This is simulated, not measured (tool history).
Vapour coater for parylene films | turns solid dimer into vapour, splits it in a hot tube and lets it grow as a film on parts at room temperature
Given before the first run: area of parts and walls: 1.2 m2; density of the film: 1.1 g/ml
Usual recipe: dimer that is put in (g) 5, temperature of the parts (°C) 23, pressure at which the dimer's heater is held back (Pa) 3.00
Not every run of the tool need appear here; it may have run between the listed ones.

run,hour,dimer that is put in (g),temperature of the parts (°C),pressure at which the dimer's heater is held back (Pa),thickness of the film (µm)
1,0.0,5,23,3.00,1.92
2,35.9,5,23,3.00,1.92
3,69.3,5,18,3.00,2.39
4,118.4,8,23,3.00,3.03
5,160.5,8,23,3.00,2.98
6,201.6,5,34,3.00,1.13
7,241.4,5,34,3.00,1.12
8,301.5,5,34,3.00,1.14
9,357.9,5,34,3.00,1.11
10,408.9,5,34,3.00,1.09
11,462.9,5,34,3.00,1.07
# hour 518.4: trap's valve overhauled
12,522.5,5,34,3.00,1.20
13,559.6,5,23,3.00,1.95
14,589.7,4,23,3.00,1.58
15,626.3,4,23,3.00,1.54
16,652.2,5,23,3.00,1.92
17,704.0,5,23,3.00,1.89
18,753.0,5,23,3.00,1.91
19,789.0,5,23,6.45,1.65
20,819.5,5,23,6.45,1.61
21,868.7,5,23,6.94,1.60
22,906.2,5,23,6.94,1.59
23,937.2,5,23,6.94,1.56
24,975.5,3,27,3.63,0.88
# hour 994.1: table's thermometer calibrated
25,1034.4,9,27,5.17,2.53
# hour 1058.7: trap's valve overhauled
26,1070.8,3,29,3.16,0.94
27,1097.7,6,24,5.90,2.06
28,1131.7,3,24,6.69,1.03
29,1187.7,9,23,8.03,3.05
30,1215.3,3,16,4.62,1.54
31,1267.5,2,20,3.00,0.92
32,1296.5,8,23,9.62,2.53
# hour 1324.0: table's thermometer calibrated, once more
33,1325.8,8,23,9.62,2.27
34,1373.9,8,23,7.88,2.35
35,1433.3,5,22,3.00,1.81
36,1490.6,4,22,3.00,1.42
37,1543.7,3,27,3.00,0.85
38,1591.0,3,27,3.00,0.82
# hour 1600.4: trap's valve overhauled
39,1621.5,9,33,4.76,1.96
40,1674.1,9,18,5.22,3.78
41,1707.0,5,24,3.98,1.67
42,1742.3,5,23,4.57,1.70
43,1790.2,4,30,4.57,0.98
44,1842.2,5,22,2.12,2.03
45,1897.7,2,33,4.10,0.41
46,1952.7,2,33,4.10,0.41

Hidden state or all else? Some run-to-run changes of thickness of the film (µm), split into what the settings, what came in and random variation would give without the hidden state, and what is left for the hidden state (with any gauge scatter that isn't in both results):
The hidden state here: vapour lost through the trap's worn valve, %; true temperature of the parts over the reading, C; drift of the gauge itself on film_um, %.
Run 5 -> 6: dimer that is put in (g) 8 -> 5, temperature of the parts (°C) 23 -> 34. thickness of the film (µm) -1.85: hidden state -0.03, all else -1.82.
Run 25 -> 26: dimer that is put in (g) 9 -> 3, temperature of the parts (°C) 27 -> 29, pressure at which the dimer's heater is held back (Pa) 5.17 -> 3.16, trap's valve overhauled. thickness of the film (µm) -1.59: hidden state +0.12, all else -1.71.
Run 28 -> 29: dimer that is put in (g) 3 -> 9, temperature of the parts (°C) 24 -> 23, pressure at which the dimer's heater is held back (Pa) 6.69 -> 8.03. thickness of the film (µm) +2.02: hidden state +0.13, all else +1.89.
Run 32 -> 33: table's thermometer calibrated, once more. thickness of the film (µm) -0.26: hidden state -0.27, all else +0.01.
Run 40 -> 41: dimer that is put in (g) 9 -> 5, temperature of the parts (°C) 18 -> 24, pressure at which the dimer's heater is held back (Pa) 5.22 -> 3.98. thickness of the film (µm) -2.11: hidden state +0.02, all else -2.13.

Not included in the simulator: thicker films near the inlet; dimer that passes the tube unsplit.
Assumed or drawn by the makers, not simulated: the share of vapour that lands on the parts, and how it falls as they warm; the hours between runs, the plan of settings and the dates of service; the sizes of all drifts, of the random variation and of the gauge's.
